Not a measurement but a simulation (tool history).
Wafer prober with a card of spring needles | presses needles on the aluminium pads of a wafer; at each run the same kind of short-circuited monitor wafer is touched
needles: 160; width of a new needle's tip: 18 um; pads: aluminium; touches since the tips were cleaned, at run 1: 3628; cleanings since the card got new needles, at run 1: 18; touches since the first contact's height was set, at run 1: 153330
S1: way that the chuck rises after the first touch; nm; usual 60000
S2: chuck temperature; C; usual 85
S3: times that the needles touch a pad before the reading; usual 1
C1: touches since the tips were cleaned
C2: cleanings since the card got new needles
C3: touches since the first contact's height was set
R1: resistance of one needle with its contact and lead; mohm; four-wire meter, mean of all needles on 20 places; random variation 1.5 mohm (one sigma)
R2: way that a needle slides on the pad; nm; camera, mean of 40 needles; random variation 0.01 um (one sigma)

{"run": 1, "hour": 0.0, "S1": 60000, "S2": 85, "S3": 1, "C1": 3628, "C2": 18, "C3": 153330, "R1": 208, "R2": 10180}
{"hour": 5.0, "done": "tips cleaned on abrasive film"}
{"run": 2, "hour": 13.0, "S1": 60000, "S2": 85, "S3": 1, "C1": 5596, "C2": 19, "C3": 162313, "R1": 225, "R2": 10160}
{"hour": 15.2, "done": "tips cleaned on abrasive film"}
{"hour": 22.2, "done": "height of the first contact set anew"}
{"run": 3, "hour": 22.4, "S1": 60000, "S2": 85, "S3": 1, "C1": 4797, "C2": 20, "C3": 139, "R1": 218, "R2": 10290}
{"hour": 25.8, "done": "tips cleaned on abrasive film"}
{"run": 4, "hour": 30.7, "S1": 60000, "S2": 85, "S3": 1, "C1": 3427, "C2": 21, "C3": 5854, "R1": 212, "R2": 10280}
{"hour": 35.8, "done": "tips cleaned on abrasive film"}
{"run": 5, "hour": 41.1, "S1": 60000, "S2": 85, "S3": 1, "C1": 3632, "C2": 22, "C3": 12981, "R1": 207, "R2": 10300}
{"hour": 46.2, "done": "tips cleaned on abrasive film"}
{"hour": 56.3, "done": "tips cleaned on abrasive film"}
{"run": 6, "hour": 56.3, "S1": 63000, "S2": 85, "S3": 1, "C1": 0, "C2": 24, "C3": 23400, "R1": 150, "R2": 10800}
{"hour": 66.4, "done": "tips cleaned on abrasive film"}
{"run": 7, "hour": 67.3, "S1": 60000, "S2": 33, "S3": 1, "C1": 573, "C2": 25, "C3": 30944, "R1": 159, "R2": 10270}
{"hour": 76.8, "done": "tips cleaned on abrasive film"}
{"run": 8, "hour": 81.0, "S1": 60000, "S2": 33, "S3": 1, "C1": 2866, "C2": 26, "C3": 40393, "R1": 195, "R2": 10260}
{"hour": 87.3, "done": "tips cleaned on abrasive film"}
{"hour": 97.9, "done": "tips cleaned on abrasive film"}
{"run": 9, "hour": 98.5, "S1": 60000, "S2": 85, "S3": 1, "C1": 429, "C2": 28, "C3": 52394, "R1": 160, "R2": 10250}
{"hour": 108.3, "done": "tips cleaned on abrasive film"}
{"run": 10, "hour": 109.1, "S1": 60000, "S2": 85, "S3": 1, "C1": 572, "C2": 29, "C3": 59715, "R1": 164, "R2": 10220}
{"hour": 118.9, "done": "tips cleaned on abrasive film"}
{"run": 11, "hour": 122.7, "S1": 60000, "S2": 85, "S3": 1, "C1": 2657, "C2": 30, "C3": 69064, "R1": 197, "R2": 10230}
{"hour": 129.1, "done": "tips cleaned on abrasive film"}
{"run": 12, "hour": 137.6, "S1": 60000, "S2": 85, "S3": 3, "C1": 5914, "C2": 31, "C3": 79338, "R1": 175, "R2": 10210}
{"hour": 139.9, "done": "tips cleaned on abrasive film"}
{"run": 13, "hour": 147.9, "S1": 60000, "S2": 85, "S3": 3, "C1": 5486, "C2": 32, "C3": 86376, "R1": 177, "R2": 10200}
{"hour": 151.1, "done": "tips cleaned on abrasive film"}
{"run": 14, "hour": 157.6, "S1": 60000, "S2": 116, "S3": 1, "C1": 4488, "C2": 33, "C3": 93037, "R1": 217, "R2": 10200}
{"hour": 161.9, "done": "tips cleaned on abrasive film"}
{"run": 15, "hour": 167.4, "S1": 57000, "S2": 85, "S3": 1, "C1": 3781, "C2": 34, "C3": 99795, "R1": 214, "R2": 9670}
{"hour": 173.1, "done": "tips cleaned on abrasive film"}
{"run": 16, "hour": 175.9, "S1": 57000, "S2": 85, "S3": 1, "C1": 1922, "C2": 35, "C3": 105625, "R1": 193, "R2": 9650}
{"hour": 183.5, "done": "tips cleaned on abrasive film"}
{"run": 17, "hour": 183.5, "S1": 69000, "S2": 91, "S3": 2, "C1": 0, "C2": 36, "C3": 110853, "R1": 150, "R2": 11710}

5 ways to go on from here, each from the tool as it stands after run 17. What would each give?
{"hour": 193.8, "done": "tips cleaned on abrasive film"}
{"run": "A", "hour": 194.1, "S1": 69000, "S2": 91, "S3": 2, "C1": 239, "C2": 37, "C3": 118150, "R1": "?", "R2": "?"}
{"hour": 193.8, "done": "tips cleaned on abrasive film"}
{"run": "B", "hour": 194.1, "S1": 44000, "S2": 47, "S3": 1, "C1": 239, "C2": 37, "C3": 118150, "R1": "?", "R2": "?"}
{"hour": 193.8, "done": "tips cleaned on abrasive film"}
{"run": "C", "hour": 194.1, "S1": 46000, "S2": 91, "S3": 2, "C1": 239, "C2": 37, "C3": 118150, "R1": "?", "R2": "?"}
{"hour": 193.8, "done": "tips cleaned on abrasive film"}
{"run": "D", "hour": 194.1, "S1": 69000, "S2": 46, "S3": 2, "C1": 239, "C2": 37, "C3": 118150, "R1": "?", "R2": "?"}
{"hour": 193.8, "done": "tips cleaned on abrasive film"}
{"run": "E", "hour": 194.1, "S1": 45000, "S2": 72, "S3": 2, "C1": 239, "C2": 37, "C3": 118150, "R1": "?", "R2": "?"}

run=A R1=153 R2=11720
run=B R1=168 R2=7410
run=C R1=169 R2=7760
run=D R1=144 R2=11720
run=E R1=162 R2=7580
Without the tool's hidden state the same runs would have given:
run=A R1=146 R2=11860
run=B R1=146 R2=7550
run=C R1=157 R2=7900
run=D R1=138 R2=11860
run=E R1=149 R2=7720
